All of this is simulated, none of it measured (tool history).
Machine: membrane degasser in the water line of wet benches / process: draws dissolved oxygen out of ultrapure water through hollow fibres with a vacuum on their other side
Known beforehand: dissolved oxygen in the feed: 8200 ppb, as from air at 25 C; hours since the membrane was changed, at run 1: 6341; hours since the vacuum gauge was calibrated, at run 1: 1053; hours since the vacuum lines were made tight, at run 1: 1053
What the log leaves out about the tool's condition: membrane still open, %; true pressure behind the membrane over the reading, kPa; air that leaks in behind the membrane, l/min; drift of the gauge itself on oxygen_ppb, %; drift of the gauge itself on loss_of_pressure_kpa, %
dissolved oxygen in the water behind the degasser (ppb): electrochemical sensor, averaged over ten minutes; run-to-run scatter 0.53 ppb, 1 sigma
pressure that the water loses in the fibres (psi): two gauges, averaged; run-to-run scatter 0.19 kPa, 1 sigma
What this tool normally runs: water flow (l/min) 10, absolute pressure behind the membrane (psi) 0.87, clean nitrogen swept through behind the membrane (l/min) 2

run	hour	water flow (l/min)	absolute pressure behind the membrane (psi)	clean nitrogen swept through behind the membrane (l/min)	hours since the membrane was changed	hours since the vacuum gauge was calibrated	hours since the vacuum lines were made tight	dissolved oxygen in the water behind the degasser (ppb)	pressure that the water loses in the fibres (psi)
1	0	10	0.87	2	6341	1053	1053	49.1	6.038
2	167.2	10	0.87	0.96	6508	1220	1220	84.1	6.102
3	345.5	10	0.87	2	6686	1398	1398	49.8	6.105
4	515.4	10	0.87	2	6856	1568	1568	49.1	6.065
5	689.6	10	0.87	3.6	7030	1742	1742	34.9	6.123
# hour 699.8: vacuum gauge calibrated
6	900	10	0.87	3.6	7240	200	1952	35	6.17
7	996.2	10	0.87	3.6	7336	296	2049	35.5	6.076
8	1136.2	12	0.711	3.13	7476	436	2189	40.2	7.375
9	1263.9	12	0.711	3.13	7604	564	2316	41.2	7.308
10	1350.9	12	0.711	3.13	7691	651	2403	41.5	7.375
11	1503.7	6	2.129	3.13	7844	804	2556	59.3	3.693
# hour 1531.8: vacuum gauge calibrated, once more
12	1610.7	7	1.128	3.74	7950	79	2663	28.4	4.3

Hidden state or all else? Some run-to-run changes of dissolved oxygen in the water behind the degasser (ppb), split into what the settings, what came in and random variation would give without the hidden state, and what is left for the hidden state (with any gauge scatter that isn't in both results):
Run 1 -> 2: clean nitrogen swept through behind the membrane (l/min) 2 -> 0.96. dissolved oxygen in the water behind the degasser (ppb) +35: hidden state +1.2, all else +33.8.
Run 10 -> 11: water flow (l/min) 12 -> 6, absolute pressure behind the membrane (psi) 0.711 -> 2.129. dissolved oxygen in the water behind the degasser (ppb) +17.8: hidden state -7.1, all else +24.9.
